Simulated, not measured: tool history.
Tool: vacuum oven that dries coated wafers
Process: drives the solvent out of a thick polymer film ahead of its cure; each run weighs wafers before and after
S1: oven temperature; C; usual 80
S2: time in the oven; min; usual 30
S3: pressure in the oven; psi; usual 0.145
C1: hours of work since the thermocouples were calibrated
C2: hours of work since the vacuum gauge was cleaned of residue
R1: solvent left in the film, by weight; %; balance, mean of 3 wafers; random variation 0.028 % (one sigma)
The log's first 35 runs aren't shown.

run     day  S1  S2     S3   C1    C2    R1
 36  49.238  80  23   0.18  319  1074  2.99
 37  50.933  73  28  0.107  339  1094  3.19
 38  52.471  67  30  0.145  358  1113  4.74
 39  54.204  93  27  0.489  378  1133  2.85
 40  55.858  81  30  0.438  398  1153  4.51
 41  57.138  80  30  0.238  413  1169     3
 42  58.838  80  53  0.145  434  1189  1.59
 43  60.029  91  50  0.145  448  1203  1.02
 44  61.817  92  37  0.088  469  1224   0.7
 45  63.104  92  37  0.088  485  1240  0.74
 46  64.933  92  28  0.088  507  1262  0.82
 47      66  67  44   0.17  519  1274  4.23

Forecast each of these 3 alternatives for the next run:
  A  67.388  67  44  0.316  536  1291   ?
  B  67.388  87  44  0.364  536  1291   ?
  C  67.388  72  44  0.102  536  1291   ?

run    R1
  A  6.34
  B  2.76
  C  2.35
Without the tool's hidden state the same runs would have given:
run    R1
  A  5.69
  B  2.47
  C  1.87
